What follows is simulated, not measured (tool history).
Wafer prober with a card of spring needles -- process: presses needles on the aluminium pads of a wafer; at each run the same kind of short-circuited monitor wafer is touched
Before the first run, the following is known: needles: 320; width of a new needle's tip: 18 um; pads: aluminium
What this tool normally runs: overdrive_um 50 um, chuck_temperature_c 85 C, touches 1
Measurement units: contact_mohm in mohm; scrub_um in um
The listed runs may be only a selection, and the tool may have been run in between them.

Run 1, hour 0: usual settings. Result: contact_mohm 358 mohm, scrub_um 11.84 um.
At hour 8.4: tips cleaned on abrasive film.
Run 2, hour 14: usual settings. Result: contact_mohm 410 mohm, scrub_um 11.88 um.
At hour 19.8: tips cleaned on abrasive film.
At hour 31.2: tips cleaned on abrasive film.
Run 3, hour 32: usual settings. Result: contact_mohm 311 mohm, scrub_um 11.83 um.
At hour 42.2: tips cleaned on abrasive film.
Run 4, hour 48.7: usual settings. Result: contact_mohm 435 mohm, scrub_um 11.77 um.
At hour 53.6: tips cleaned on abrasive film.
Run 5, hour 56.6: usual settings. Result: contact_mohm 362 mohm, scrub_um 11.89 um.
At hour 64.4: tips cleaned on abrasive film.
Run 6, hour 71.3: usual settings but chuck_temperature_c 98 C. Result: contact_mohm 444 mohm, scrub_um 11.68 um.
At hour 75.3: tips cleaned on abrasive film.
Run 7, hour 80.1: usual settings but chuck_temperature_c 98 C. Result: contact_mohm 418 mohm, scrub_um 11.76 um.
At hour 86.6: tips cleaned on abrasive film.
Run 8, hour 91.3: usual settings but chuck_temperature_c 32 C. Result: contact_mohm 407 mohm, scrub_um 11.72 um.
At hour 97.4: height of the first contact set anew.
At hour 98.6: tips cleaned on abrasive film.
Run 9, hour 105.1: usual settings but chuck_temperature_c 32 C. Result: contact_mohm 418 mohm, scrub_um 12.09 um.
At hour 109.5: tips cleaned on abrasive film.
Run 10, hour 113.1: usual settings but chuck_temperature_c 32 C. Result: contact_mohm 364 mohm, scrub_um 12.2 um.
At hour 120.3: tips cleaned on abrasive film.
Run 11, hour 130.4: usual settings but chuck_temperature_c 32 C. Result: contact_mohm 479 mohm, scrub_um 12.07 um.
At hour 131.5: tips cleaned on abrasive film.
At hour 142.3: tips cleaned on abrasive film.
Run 12, hour 142.9: usual settings but chuck_temperature_c 32 C. Result: contact_mohm 303 mohm, scrub_um 12 um.
At hour 153.3: tips cleaned on abrasive film.
Run 13, hour 160.7: usual settings but chuck_temperature_c 109 C. Result: contact_mohm 458 mohm, scrub_um 12.07 um.
At hour 164.3: tips cleaned on abrasive film.
Run 14, hour 170.9: usual settings. Result: contact_mohm 445 mohm, scrub_um 11.92 um.
At hour 176.2: tips cleaned on abrasive film.
Run 15, hour 181.7: usual settings but overdrive_um 30 um. Result: contact_mohm 686 mohm, scrub_um 7.21 um.
At hour 187.3: tips cleaned on abrasive film.
Run 16, hour 189.1: usual settings but overdrive_um 30 um, chuck_temperature_c 26 C. Result: contact_mohm 479 mohm, scrub_um 7.07 um.
Run 17, hour 196.9: usual settings but overdrive_um 30 um, chuck_temperature_c 26 C. Result: contact_mohm 895 mohm, scrub_um 7.1 um.
At hour 198.5: tips cleaned on abrasive film.
Run 18, hour 209: usual settings but overdrive_um 58 um, chuck_temperature_c 41 C, touches 3. Result: contact_mohm 316 mohm, scrub_um 13.86 um.
At hour 210.2: tips cleaned on abrasive film.
At hour 221.9: tips cleaned on abrasive film.
Run 19, hour 224.2: usual settings but overdrive_um 59 um, touches 3. Result: contact_mohm 287 mohm, scrub_um 14.09 um.
At hour 233.1: tips cleaned on abrasive film.
Run 20, hour 234.4: usual settings but chuck_temperature_c 107 C. Result: contact_mohm 344 mohm, scrub_um 11.79 um.
At hour 244.3: tips cleaned on abrasive film.
Run 21, hour 248.9: usual settings but overdrive_um 49 um, chuck_temperature_c 73 C, touches 2. Result: contact_mohm 362 mohm, scrub_um 11.67 um.
At hour 255.8: tips cleaned on abrasive film.
At hour 266.7: tips cleaned on abrasive film.
Run 22, hour 266.7: usual settings but chuck_temperature_c 39 C, touches 2. Result: contact_mohm 271 mohm, scrub_um 11.74 um.
Run 23, hour 277.2: usual settings but chuck_temperature_c 39 C, touches 2. Result: contact_mohm 414 mohm, scrub_um 11.75 um.
At hour 279: tips cleaned on abrasive film.
Run 24, hour 287.7: usual settings but chuck_temperature_c 39 C, touches 2. Result: contact_mohm 387 mohm, scrub_um 11.8 um.
At hour 289.9: tips cleaned on abrasive film.
Run 25, hour 298.9: usual settings. Result: contact_mohm 484 mohm, scrub_um 11.89 um.
At hour 301.2: tips cleaned on abrasive film.
At hour 312.9: tips cleaned on abrasive film.
Run 26, hour 315: usual settings but overdrive_um 48 um, chuck_temperature_c 41 C, touches 2. Result: contact_mohm 319 mohm, scrub_um 11.24 um.
At hour 324.6: tips cleaned on abrasive film.
At hour 324.9: height of the first contact set anew.
Run 27, hour 333.5: usual settings but overdrive_um 42 um, chuck_temperature_c 90 C, touches 2. Result: contact_mohm 449 mohm, scrub_um 10.35 um.
At hour 335.7: tips cleaned on abrasive film.
Run 28, hour 341.6: usual settings but overdrive_um 42 um, chuck_temperature_c 90 C. Result: contact_mohm 503 mohm, scrub_um 10.19 um.
At hour 346.8: tips cleaned on abrasive film.
Run 29, hour 349.7: usual settings but overdrive_um 42 um, chuck_temperature_c 49 C. Result: contact_mohm 397 mohm, scrub_um 10.27 um.
At hour 358.4: tips cleaned on abrasive film.
Run 30, hour 358.8: usual settings but overdrive_um 34 um, chuck_temperature_c 41 C. Result: contact_mohm 356 mohm, scrub_um 8.31 um.
Run 31, hour 367.8: usual settings but overdrive_um 33 um, chuck_temperature_c 50 C. Result: contact_mohm 791 mohm, scrub_um 7.99 um.
At hour 369.1: tips cleaned on abrasive film.
Run 32, hour 377.2: usual settings but touches 2. Result: contact_mohm 392 mohm, scrub_um 12.04 um.

Here are 3 independent what-if runs from the current tool condition. What would each one return?
At hour 380.7: tips cleaned on abrasive film.
Run A, hour 389.3: usual settings but chuck_temperature_c 72 C. Result: contact_mohm ?, scrub_um ?.
At hour 380.7: tips cleaned on abrasive film.
Run B, hour 389.3: usual settings but chuck_temperature_c 70 C, touches 2. Result: contact_mohm ?, scrub_um ?.
At hour 380.7: tips cleaned on abrasive film.
Run C, hour 389.3: usual settings but overdrive_um 31 um, chuck_temperature_c 48 C, touches 2. Result: contact_mohm ?, scrub_um ?.

run  contact_mohm  scrub_um
  A           476      12.1
  B           400     12.01
  C           609      7.32
With no hidden state in the tool, these same runs would have given:
run  contact_mohm  scrub_um
  A           266     12.22
  B           269     12.13
  C           280      7.44
